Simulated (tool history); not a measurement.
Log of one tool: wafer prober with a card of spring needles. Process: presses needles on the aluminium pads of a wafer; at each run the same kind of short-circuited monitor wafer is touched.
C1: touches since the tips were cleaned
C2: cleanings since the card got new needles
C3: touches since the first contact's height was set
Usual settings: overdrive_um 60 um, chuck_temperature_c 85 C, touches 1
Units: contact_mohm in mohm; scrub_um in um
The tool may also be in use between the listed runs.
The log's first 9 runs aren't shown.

{"day": 6.333, "done": "tips cleaned on abrasive film"}
{"run": 10, "day": 6.908, "overdrive_um": 60, "chuck_temperature_c": 39, "touches": 1, "C1": 3771, "C2": 19, "C3": 87231, "contact_mohm": 286, "scrub_um": 7.23}
{"day": 6.971, "done": "tips cleaned on abrasive film"}
{"run": 11, "day": 7.325, "overdrive_um": 60, "chuck_temperature_c": 39, "touches": 1, "C1": 2314, "C2": 20, "C3": 89946, "contact_mohm": 263, "scrub_um": 7.15}
{"day": 7.592, "done": "tips cleaned on abrasive film"}
{"run": 12, "day": 8.146, "overdrive_um": 60, "chuck_temperature_c": 85, "touches": 1, "C1": 3645, "C2": 21, "C3": 95337, "contact_mohm": 292, "scrub_um": 7.12}
{"day": 8.2, "done": "tips cleaned on abrasive film"}
{"day": 8.833, "done": "tips cleaned on abrasive film"}
{"run": 13, "day": 8.904, "overdrive_um": 60, "chuck_temperature_c": 85, "touches": 1, "C1": 474, "C2": 23, "C3": 100259, "contact_mohm": 202, "scrub_um": 7.1}
{"day": 9.471, "done": "tips cleaned on abrasive film"}
{"run": 14, "day": 9.488, "overdrive_um": 60, "chuck_temperature_c": 85, "touches": 1, "C1": 118, "C2": 24, "C3": 104085, "contact_mohm": 192, "scrub_um": 7.08}
{"day": 10.112, "done": "tips cleaned on abrasive film"}
{"run": 15, "day": 10.408, "overdrive_um": 60, "chuck_temperature_c": 85, "touches": 2, "C1": 1946, "C2": 25, "C3": 110095, "contact_mohm": 226, "scrub_um": 7.1}
{"day": 10.746, "done": "tips cleaned on abrasive film"}
{"day": 11.35, "done": "tips cleaned on abrasive film"}
{"run": 16, "day": 11.371, "overdrive_um": 63, "chuck_temperature_c": 85, "touches": 2, "C1": 129, "C2": 27, "C3": 116383, "contact_mohm": 184, "scrub_um": 7.39}
{"run": 17, "day": 11.871, "overdrive_um": 55, "chuck_temperature_c": 85, "touches": 2, "C1": 3425, "C2": 27, "C3": 119679, "contact_mohm": 259, "scrub_um": 6.42}
{"day": 11.962, "done": "tips cleaned on abrasive film"}
{"run": 18, "day": 12.496, "overdrive_um": 60, "chuck_temperature_c": 85, "touches": 2, "C1": 3513, "C2": 28, "C3": 123761, "contact_mohm": 247, "scrub_um": 7.09}
{"day": 12.629, "done": "tips cleaned on abrasive film"}
{"run": 19, "day": 12.929, "overdrive_um": 45, "chuck_temperature_c": 83, "touches": 2, "C1": 1983, "C2": 29, "C3": 126590, "contact_mohm": 272, "scrub_um": 5.26}
{"day": 13.258, "done": "tips cleaned on abrasive film"}
{"day": 13.871, "done": "tips cleaned on abrasive film"}
{"run": 20, "day": 13.871, "overdrive_um": 52, "chuck_temperature_c": 26, "touches": 1, "C1": 0, "C2": 31, "C3": 132732, "contact_mohm": 176, "scrub_um": 6.05}
{"day": 14.517, "done": "tips cleaned on abrasive film"}
{"run": 21, "day": 14.854, "overdrive_um": 52, "chuck_temperature_c": 26, "touches": 1, "C1": 2216, "C2": 32, "C3": 139162, "contact_mohm": 285, "scrub_um": 5.97}
{"day": 15.154, "done": "tips cleaned on abrasive film"}
{"run": 22, "day": 15.479, "overdrive_um": 52, "chuck_temperature_c": 26, "touches": 1, "C1": 2118, "C2": 33, "C3": 143244, "contact_mohm": 282, "scrub_um": 5.96}
{"day": 15.771, "done": "tips cleaned on abrasive film"}
{"day": 16.383, "done": "tips cleaned on abrasive film"}
{"run": 23, "day": 16.412, "overdrive_um": 42, "chuck_temperature_c": 81, "touches": 1, "C1": 203, "C2": 35, "C3": 149345, "contact_mohm": 218, "scrub_um": 4.69}
{"day": 16.996, "done": "tips cleaned on abrasive film"}
{"run": 24, "day": 16.996, "overdrive_um": 60, "chuck_temperature_c": 26, "touches": 1, "C1": 0, "C2": 36, "C3": 153140, "contact_mohm": 172, "scrub_um": 6.97}
{"day": 17.621, "done": "tips cleaned on abrasive film"}
{"run": 25, "day": 17.721, "overdrive_um": 57, "chuck_temperature_c": 45, "touches": 3, "C1": 680, "C2": 37, "C3": 157904, "contact_mohm": 188, "scrub_um": 6.55}
{"day": 18.3, "done": "tips cleaned on abrasive film"}
{"run": 26, "day": 18.321, "overdrive_um": 57, "chuck_temperature_c": 45, "touches": 3, "C1": 161, "C2": 38, "C3": 161825, "contact_mohm": 180, "scrub_um": 6.51}
{"day": 18.95, "done": "tips cleaned on abrasive film"}
{"run": 27, "day": 19.033, "overdrive_um": 60, "chuck_temperature_c": 56, "touches": 1, "C1": 546, "C2": 39, "C3": 166468, "contact_mohm": 205, "scrub_um": 6.87}
{"day": 19.583, "done": "tips cleaned on abrasive film"}
{"run": 28, "day": 19.608, "overdrive_um": 43, "chuck_temperature_c": 46, "touches": 1, "C1": 167, "C2": 40, "C3": 170226, "contact_mohm": 218, "scrub_um": 4.77}
{"run": 29, "day": 20.058, "overdrive_um": 43, "chuck_temperature_c": 95, "touches": 1, "C1": 3138, "C2": 40, "C3": 173197, "contact_mohm": 407, "scrub_um": 4.73}
{"day": 20.2, "done": "tips cleaned on abrasive film"}
{"day": 20.838, "done": "tips cleaned on abrasive film"}
{"run": 30, "day": 21.033, "overdrive_um": 43, "chuck_temperature_c": 95, "touches": 1, "C1": 1283, "C2": 42, "C3": 179560, "contact_mohm": 310, "scrub_um": 4.76}
{"day": 21.446, "done": "tips cleaned on abrasive film"}
{"run": 31, "day": 21.575, "overdrive_um": 43, "chuck_temperature_c": 95, "touches": 2, "C1": 851, "C2": 43, "C3": 183086, "contact_mohm": 240, "scrub_um": 4.74}
{"day": 22.058, "done": "tips cleaned on abrasive film"}
{"run": 32, "day": 22.467, "overdrive_um": 43, "chuck_temperature_c": 95, "touches": 2, "C1": 2674, "C2": 44, "C3": 188923, "contact_mohm": 319, "scrub_um": 4.74}

3 ways to go on from here, each from the tool as it stands after run 32. What would each give?
{"day": 22.742, "done": "tips cleaned on abrasive film"}
{"run": "A", "day": 23.133, "overdrive_um": 76, "chuck_temperature_c": 55, "touches": 2, "C1": 2582, "C2": 45, "C3": 193290, "contact_mohm": "?", "scrub_um": "?"}
{"day": 22.742, "done": "tips cleaned on abrasive film"}
{"run": "B", "day": 23.133, "overdrive_um": 60, "chuck_temperature_c": 95, "touches": 2, "C1": 2582, "C2": 45, "C3": 193290, "contact_mohm": "?", "scrub_um": "?"}
{"day": 22.742, "done": "tips cleaned on abrasive film"}
{"run": "C", "day": 23.133, "overdrive_um": 71, "chuck_temperature_c": 28, "touches": 2, "C1": 2582, "C2": 45, "C3": 193290, "contact_mohm": "?", "scrub_um": "?"}

run=A contact_mohm=209 scrub_um=8.81
run=B contact_mohm=239 scrub_um=6.84
run=C contact_mohm=213 scrub_um=8.19
Without the tool's hidden state the same runs would have given:
run=A contact_mohm=165 scrub_um=9.38
run=B contact_mohm=174 scrub_um=7.42
run=C contact_mohm=160 scrub_um=8.77
